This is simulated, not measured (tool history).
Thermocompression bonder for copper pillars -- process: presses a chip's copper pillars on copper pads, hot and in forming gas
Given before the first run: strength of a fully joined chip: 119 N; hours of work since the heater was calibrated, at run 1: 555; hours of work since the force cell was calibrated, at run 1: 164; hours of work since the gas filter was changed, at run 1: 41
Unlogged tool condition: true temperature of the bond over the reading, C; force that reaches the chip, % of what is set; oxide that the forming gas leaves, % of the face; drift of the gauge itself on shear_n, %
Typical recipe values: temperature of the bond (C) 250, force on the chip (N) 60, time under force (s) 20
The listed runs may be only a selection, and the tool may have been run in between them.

run   hour  temperature of the bond (C)  force on the chip (N)  time under force (s)  hours of work since the heater was calibrated  hours of work since the force cell was calibrated  hours of work since the gas filter was changed  force that shears a chip off (N)
  1    0.0                          250                     60                    20                                            555                                                164                                              41                              52.9
  2    6.2                          250                     85                    20                                            558                                                167                                              44                              66.3
  3   11.3                          250                     85                    20                                            560                                                169                                              47                              67.2
  4   19.1                          250                     60                    20                                            563                                                172                                              50                              54.0
  5   26.4                          250                     60                    20                                            567                                                176                                              53                              53.5
  6   32.2                          250                     60                    20                                            569                                                178                                              56                              53.8
  7   41.6                          262                     60                    20                                            573                                                182                                              60                              63.1
  8   47.5                          250                     60                    20                                            576                                                185                                              63                              53.6
  9   56.6                          250                     60                    20                                            580                                                189                                              67                              51.8
 10   64.8                          250                     60                    48                                            584                                                193                                              70                              70.7
 11   74.4                          235                     60                    20                                            588                                                197                                              75                              40.6
 12   79.6                          235                     60                    20                                            590                                                199                                              77                              41.5
 13   90.0                          257                     60                    20                                            595                                                204                                              82                              58.9
 14   96.7                          250                     83                    20                                            598                                                207                                              85                              66.0
 15  106.5                          250                     83                    20                                            602                                                211                                              89                              66.5
 16  114.2                          250                     60                    20                                            606                                                215                                              92                              54.1
 17  125.4                          250                     60                    20                                            611                                                220                                              97                              53.1
 18  135.8                          250                     39                    20                                            615                                                224                                             102                              38.2
 19  140.5                          250                     60                    26                                            617                                                226                                             104                              58.0
 20  147.5                          250                     56                    20                                            621                                                229                                             107                              51.6
 21  158.1                          250                     45                    20                                            625                                                234                                             112                              43.1
 22  164.9                          278                     69                    45                                            628                                                237                                             115                             101.3
 23  170.9                          278                     69                    45                                            631                                                240                                             118                             100.3
 24  175.6                          270                     51                    21                                            633                                                242                                             120                              64.8
 25  180.2                          239                     46                    47                                            635                                                244                                             122                              51.4
 26  187.2                          239                     46                    47                                            638                                                247                                             125                              50.3
 27  197.8                          239                     46                    47                                            643                                                252                                             130                              49.6
 28  208.6                          262                     46                    54                                            648                                                257                                             134                              75.4

What will run 29 give?
 29  218.2                          262                     46                    54                                            652                                                261                                             139                                 ?

{"run 29": {"force that shears a chip off (N)": 76.5}}
With no hidden state in the tool, this same run would have given force that shears a chip off (N) 76.8.
